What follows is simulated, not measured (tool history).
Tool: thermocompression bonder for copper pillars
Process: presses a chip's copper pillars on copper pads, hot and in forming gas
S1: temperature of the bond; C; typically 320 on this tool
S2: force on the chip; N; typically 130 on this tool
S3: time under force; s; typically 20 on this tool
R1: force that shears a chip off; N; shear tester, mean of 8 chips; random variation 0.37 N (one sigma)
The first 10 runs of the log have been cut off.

run 11 hour=84.6 | S1=320 S2=130 S3=20 | R1=39.2
run 12 hour=92.1 | S1=320 S2=130 S3=20 | R1=39.5
run 13 hour=98.3 | S1=332 S2=130 S3=20 | R1=46.2
run 14 hour=105.8 | S1=332 S2=130 S3=20 | R1=46.4
run 15 hour=114 | S1=320 S2=140 S3=20 | R1=41.8
run 16 hour=124.6 | S1=320 S2=130 S3=44 | R1=53.1
run 17 hour=130.6 | S1=320 S2=130 S3=44 | R1=52.3
run 18 hour=143.6 | S1=321 S2=149 S3=37 | R1=54.5
run 19 hour=149.6 | S1=321 S2=173 S3=37 | R1=60.2
run 20 hour=162.7 | S1=314 S2=109 S3=36 | R1=39.4
run 21 hour=168.1 | S1=326 S2=130 S3=31 | R1=49.6
run 22 hour=176.1 | S1=326 S2=130 S3=31 | R1=50.1
run 23 hour=186.5 | S1=326 S2=130 S3=31 | R1=48.9
run 24 hour=198.1 | S1=297 S2=130 S3=52 | R1=40.4
run 25 hour=207.4 | S1=297 S2=130 S3=52 | R1=40.6
-- hour=215 forming gas filter changed
run 26 hour=220.9 | S1=324 S2=130 S3=12 | R1=35.4
run 27 hour=229.1 | S1=304 S2=130 S3=31 | R1=37.9
run 28 hour=236.1 | S1=304 S2=130 S3=31 | R1=38
run 29 hour=249.1 | S1=320 S2=113 S3=60 | R1=53.8
run 30 hour=261.9 | S1=335 S2=98 S3=60 | R1=58
run 31 hour=269.9 | S1=335 S2=98 S3=12 | R1=31.5
run 32 hour=279.3 | S1=335 S2=156 S3=12 | R1=45.7
run 33 hour=287.4 | S1=335 S2=156 S3=12 | R1=46.2
-- hour=296.9 heater calibrated with a thermocouple chip
run 34 hour=300.2 | S1=335 S2=87 S3=12 | R1=33.5

Alternative continuations, all from the tool just after run 34; predict every row:
run A hour=309.4 | S1=320 S2=86 S3=17 | R1=?
run B hour=309.4 | S1=335 S2=116 S3=17 | R1=?
run C hour=309.4 | S1=318 S2=80 S3=23 | R1=?
run D hour=309.4 | S1=308 S2=94 S3=25 | R1=?

run=A R1=31.3
run=B R1=48.1
run=C R1=32.5
run=D R1=34
The same runs, with their run-to-run variation unchanged, on a tool lacking any hidden condition would have given:
run=A R1=30.2
run=B R1=46.7
run=C R1=31.4
run=D R1=32.8
